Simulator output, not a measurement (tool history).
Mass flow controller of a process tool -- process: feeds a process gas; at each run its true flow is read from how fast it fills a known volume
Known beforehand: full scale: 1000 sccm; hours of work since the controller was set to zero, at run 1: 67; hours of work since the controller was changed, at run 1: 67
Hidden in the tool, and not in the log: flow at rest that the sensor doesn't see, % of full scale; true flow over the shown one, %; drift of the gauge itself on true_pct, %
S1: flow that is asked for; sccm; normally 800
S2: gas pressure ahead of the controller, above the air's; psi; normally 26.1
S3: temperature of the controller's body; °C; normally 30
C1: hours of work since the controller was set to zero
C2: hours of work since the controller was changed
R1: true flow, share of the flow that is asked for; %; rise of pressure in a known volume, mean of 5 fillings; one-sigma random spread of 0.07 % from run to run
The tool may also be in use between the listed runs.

run 1 hour=0 | S1=800 S2=26.1 S3=30 | C1=67 C2=67 | R1=99.02
run 2 hour=98.2 | S1=241 S2=26.1 S3=30 | C1=145 C2=145 | R1=97.7
run 3 hour=203.1 | S1=241 S2=26.1 S3=30 | C1=228 C2=228 | R1=97.72
run 4 hour=301.9 | S1=241 S2=26.1 S3=30 | C1=306 C2=306 | R1=97.53
run 5 hour=387.5 | S1=122 S2=26.1 S3=30 | C1=373 C2=373 | R1=97.17
run 6 hour=456.5 | S1=424 S2=25.1 S3=21 | C1=428 C2=428 | R1=98.77
run 7 hour=556.1 | S1=800 S2=39.7 S3=39 | C1=506 C2=506 | R1=98.44
run 8 hour=624.5 | S1=800 S2=28.9 S3=24 | C1=560 C2=560 | R1=99.44
run 9 hour=724.4 | S1=109 S2=21.9 S3=20 | C1=639 C2=639 | R1=97.64
run 10 hour=817.8 | S1=631 S2=27.8 S3=20 | C1=713 C2=713 | R1=99.28

What if the next run were any one of these 4? Each begins from the tool's condition after run 10:
run A hour=872.5 | S1=608 S2=27.7 S3=33 | C1=756 C2=756 | R1=?
run B hour=872.5 | S1=195 S2=27.8 S3=23 | C1=756 C2=756 | R1=?
run C hour=872.5 | S1=631 S2=38.7 S3=36 | C1=756 C2=756 | R1=?
run D hour=872.5 | S1=631 S2=28.7 S3=28 | C1=756 C2=756 | R1=?

run=A R1=98.11
run=B R1=97.87
run=C R1=98.22
run=D R1=98.58
The same runs, with their run-to-run variation unchanged, on a tool lacking any hidden condition would have given:
run=A R1=98.58
run=B R1=98.72
run=C R1=98.68
run=D R1=99.04

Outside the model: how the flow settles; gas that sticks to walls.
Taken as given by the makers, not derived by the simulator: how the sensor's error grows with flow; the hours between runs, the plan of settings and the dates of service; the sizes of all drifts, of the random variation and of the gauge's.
